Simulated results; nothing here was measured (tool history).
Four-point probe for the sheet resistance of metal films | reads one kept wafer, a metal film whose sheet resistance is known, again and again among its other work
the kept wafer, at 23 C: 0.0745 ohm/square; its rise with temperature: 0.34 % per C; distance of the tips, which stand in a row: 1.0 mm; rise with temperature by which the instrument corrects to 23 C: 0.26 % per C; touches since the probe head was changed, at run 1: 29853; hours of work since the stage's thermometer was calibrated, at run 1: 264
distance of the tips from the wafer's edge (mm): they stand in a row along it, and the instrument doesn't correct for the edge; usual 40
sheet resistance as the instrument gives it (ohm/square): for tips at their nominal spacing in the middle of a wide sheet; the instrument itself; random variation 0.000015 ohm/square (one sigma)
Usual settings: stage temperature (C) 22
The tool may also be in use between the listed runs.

| run | hour | stage temperature (C) | distance of the tips from the wafer's edge (mm) | touches since the probe head was changed | hours of work since the stage's thermometer was calibrated | sheet resistance as the instrument gives it (ohm/square) |
|---|---|---|---|---|---|---|
| 1 | 0.0 | 22 | 40 | 29853 | 264 | 0.074913 |
| 2 | 27.2 | 22 | 40 | 30783 | 279 | 0.074908 |
| 3 | 51.0 | 21 | 40 | 31597 | 293 | 0.074839 |
| 4 | 65.8 | 21 | 40 | 32103 | 301 | 0.074855 |
| 5 | 90.1 | 28 | 40 | 32936 | 314 | 0.075351 |
| 6 | 111.5 | 22 | 24 | 33669 | 326 | 0.075000 |
| 7 | 136.8 | 22 | 24 | 34535 | 341 | 0.075018 |
| 8 | 162.2 | 22 | 24 | 35401 | 355 | 0.075020 |
| 9 | 175.4 | 22 | 40 | 35855 | 362 | 0.074964 |
| 10 | 191.2 | 22 | 40 | 36396 | 371 | 0.074978 |
| 11 | 208.2 | 22 | 40 | 36977 | 380 | 0.074987 |
| 12 | 231.4 | 22 | 40 | 37770 | 393 | 0.074987 |
| 13 | 243.9 | 22 | 40 | 38196 | 400 | 0.075003 |
| 14 | 262.9 | 35 | 40 | 38849 | 411 | 0.075830 |
| 15 | 288.7 | 35 | 40 | 39729 | 425 | 0.075816 |
| 16 | 304.0 | 35 | 43 | 40253 | 434 | 0.075827 |
| 17 | 316.8 | 35 | 43 | 40693 | 441 | 0.075849 |
| 18 | 343.8 | 24 | 27 | 41615 | 456 | 0.075193 |
|  | 346.3 | stage's thermometer calibrated |
| 19 | 364.1 | 20 | 16 | 42294 | 10 | 0.075033 |
| 20 | 388.5 | 33 | 15 | 43128 | 24 | 0.075903 |
| 21 | 413.8 | 24 | 7 | 43994 | 38 | 0.075967 |
|  | 431.0 | stage's thermometer calibrated, once more |
| 22 | 435.9 | 25 | 11 | 44732 | 3 | 0.075582 |
| 23 | 449.6 | 20 | 71 | 45200 | 10 | 0.074944 |
| 24 | 472.4 | 22 | 18 | 45981 | 23 | 0.075188 |
| 25 | 488.5 | 21 | 7 | 46531 | 32 | 0.075831 |
| 26 | 501.6 | 21 | 7 | 46980 | 39 | 0.075810 |
| 27 | 524.7 | 33 | 9 | 47770 | 52 | 0.076261 |
| 28 | 538.0 | 33 | 16 | 48226 | 60 | 0.075942 |
| 29 | 555.3 | 33 | 16 | 48816 | 69 | 0.075944 |

5 ways to go on from here, each from the tool as it stands after run 29. What would each give?
| A | 570.1 | 33 | 19 | 49323 | 78 | ? |
| B | 570.1 | 27 | 4 | 49323 | 78 | ? |
| C | 570.1 | 25 | 70 | 49323 | 78 | ? |
| D | 570.1 | 19 | 18 | 49323 | 78 | ? |
| E | 570.1 | 25 | 61 | 49323 | 78 | ? |

| run | sheet resistance as the instrument gives it (ohm/square) |
|---|---|
| A | 0.075887 |
| B | 0.077859 |
| C | 0.075294 |
| D | 0.075023 |
| E | 0.075300 |
Without the tool's hidden state the same runs would have given:
| run | sheet resistance as the instrument gives it (ohm/square) |
|---|---|
| A | 0.075220 |
| B | 0.077178 |
| C | 0.074634 |
| D | 0.074366 |
| E | 0.074639 |
